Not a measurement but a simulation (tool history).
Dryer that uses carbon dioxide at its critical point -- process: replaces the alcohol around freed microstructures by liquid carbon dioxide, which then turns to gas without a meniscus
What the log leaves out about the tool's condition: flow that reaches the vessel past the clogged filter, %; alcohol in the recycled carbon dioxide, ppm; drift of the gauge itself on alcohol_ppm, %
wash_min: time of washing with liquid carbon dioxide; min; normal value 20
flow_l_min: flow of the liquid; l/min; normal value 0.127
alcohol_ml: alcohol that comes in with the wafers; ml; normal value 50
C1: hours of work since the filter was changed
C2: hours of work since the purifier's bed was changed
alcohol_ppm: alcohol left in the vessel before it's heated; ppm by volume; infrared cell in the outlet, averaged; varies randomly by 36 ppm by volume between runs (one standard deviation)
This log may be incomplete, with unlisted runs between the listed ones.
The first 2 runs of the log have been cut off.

Run 3, hour 27.3: usual settings; C1 186; C2 214. Result: alcohol_ppm 2833 ppm by volume.
Run 4, hour 46.4: usual settings but flow_l_min 0.16 l/min; C1 192; C2 220. Result: alcohol_ppm 1163 ppm by volume.
Run 5, hour 55.7: usual settings but flow_l_min 0.16 l/min; C1 195; C2 223. Result: alcohol_ppm 1171 ppm by volume.
Run 6, hour 68.5: usual settings but flow_l_min 0.16 l/min; C1 199; C2 227. Result: alcohol_ppm 1189 ppm by volume.
Run 7, hour 80.9: usual settings but flow_l_min 0.1 l/min; C1 203; C2 231. Result: alcohol_ppm 5761 ppm by volume.
Run 8, hour 96.3: usual settings but wash_min 24 min, flow_l_min 0.1 l/min; C1 208; C2 237. Result: alcohol_ppm 3309 ppm by volume.
Run 9, hour 116.8: usual settings but wash_min 24 min, flow_l_min 0.1 l/min; C1 215; C2 243. Result: alcohol_ppm 3325 ppm by volume.
Run 10, hour 132.3: usual settings but wash_min 24 min, flow_l_min 0.1 l/min; C1 220; C2 248. Result: alcohol_ppm 3368 ppm by volume.
Run 11, hour 148.5: usual settings but wash_min 24 min, flow_l_min 0.1 l/min; C1 225; C2 253. Result: alcohol_ppm 3289 ppm by volume.
Run 12, hour 164.8: usual settings but wash_min 24 min, flow_l_min 0.133 l/min; C1 231; C2 259. Result: alcohol_ppm 1182 ppm by volume.
Run 13, hour 174.6: usual settings but wash_min 24 min, flow_l_min 0.133 l/min; C1 234; C2 262. Result: alcohol_ppm 1226 ppm by volume.
Run 14, hour 194.8: usual settings but wash_min 24 min, flow_l_min 0.133 l/min; C1 240; C2 269. Result: alcohol_ppm 1194 ppm by volume.
Run 15, hour 210.7: usual settings but wash_min 24 min, flow_l_min 0.133 l/min; C1 246; C2 274. Result: alcohol_ppm 1179 ppm by volume.
Run 16, hour 231: usual settings but flow_l_min 0.114 l/min; C1 252; C2 280. Result: alcohol_ppm 4081 ppm by volume.
Run 17, hour 246.8: usual settings but flow_l_min 0.118 l/min; C1 257; C2 286. Result: alcohol_ppm 3620 ppm by volume.
Run 18, hour 267.3: usual settings; C1 264; C2 292. Result: alcohol_ppm 2967 ppm by volume.
Run 19, hour 280.1: usual settings; C1 268; C2 296. Result: alcohol_ppm 2950 ppm by volume.
Run 20, hour 302.1: usual settings; C1 275; C2 304. Result: alcohol_ppm 2997 ppm by volume.
Run 21, hour 311.7: usual settings but flow_l_min 0.099 l/min; C1 279; C2 307. Result: alcohol_ppm 6174 ppm by volume.
Run 22, hour 332.8: usual settings but wash_min 17 min; C1 286; C2 314. Result: alcohol_ppm 5057 ppm by volume.
Run 23, hour 354: usual settings but wash_min 17 min; C1 292; C2 321. Result: alcohol_ppm 4984 ppm by volume.
Run 24, hour 369.7: usual settings but wash_min 16 min, alcohol_ml 82 ml; C1 298; C2 326. Result: alcohol_ppm 9642 ppm by volume.
Run 25, hour 388.8: usual settings but wash_min 19 min, flow_l_min 0.102 l/min, alcohol_ml 25 ml; C1 304; C2 332. Result: alcohol_ppm 3445 ppm by volume.
Run 26, hour 406.6: usual settings but wash_min 19 min, flow_l_min 0.102 l/min, alcohol_ml 25 ml; C1 310; C2 338. Result: alcohol_ppm 3414 ppm by volume.

Run 27 comes next. What will it give?
At hour 410.2: inlet filter changed.
Run 27, hour 424.1: usual settings but wash_min 21 min; C1 5; C2 343. Result: alcohol_ppm ?.

Run 27 measured alcohol_ppm 2076 ppm by volume.
Without the tool's hidden state the same run would have given alcohol_ppm 2009 ppm by volume.
